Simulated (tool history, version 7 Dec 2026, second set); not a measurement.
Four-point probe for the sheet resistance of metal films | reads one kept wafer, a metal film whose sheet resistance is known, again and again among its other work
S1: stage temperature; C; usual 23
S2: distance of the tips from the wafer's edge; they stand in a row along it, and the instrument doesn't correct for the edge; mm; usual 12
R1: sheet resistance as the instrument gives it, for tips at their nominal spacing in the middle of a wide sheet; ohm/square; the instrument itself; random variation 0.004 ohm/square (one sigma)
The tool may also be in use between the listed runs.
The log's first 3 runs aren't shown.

{"run": 4, "day": 9.458, "S1": 21, "S2": 12, "R1": 20.065286}
{"run": 5, "day": 12.033, "S1": 21, "S2": 12, "R1": 20.0674}
{"day": 12.4, "done": "stage's thermometer calibrated"}
{"run": 6, "day": 14.188, "S1": 21, "S2": 12, "R1": 20.069486}
{"run": 7, "day": 16.967, "S1": 21, "S2": 12, "R1": 20.064082}
{"run": 8, "day": 18.683, "S1": 25, "S2": 12, "R1": 20.004379}
{"run": 9, "day": 22.333, "S1": 23, "S2": 12, "R1": 20.036782}
{"run": 10, "day": 25.025, "S1": 27, "S2": 12, "R1": 19.97826}
{"run": 11, "day": 27.712, "S1": 25, "S2": 12, "R1": 20.006409}
{"run": 12, "day": 31.008, "S1": 25, "S2": 12, "R1": 20.008579}
{"run": 13, "day": 34.825, "S1": 25, "S2": 12, "R1": 20.012126}
{"run": 14, "day": 36.496, "S1": 23, "S2": 12, "R1": 20.036357}
{"run": 15, "day": 38.3, "S1": 23, "S2": 12, "R1": 20.032785}
{"run": 16, "day": 42.142, "S1": 23, "S2": 12, "R1": 20.035847}
{"run": 17, "day": 44.217, "S1": 24, "S2": 12, "R1": 20.019478}

Forecast run 18:
{"run": 18, "day": 46.658, "S1": 24, "S2": 3, "R1": "?"}

R1: 20.459765 ohm/square
Without the tool's hidden state the same run would have given R1 20.461019 ohm/square.
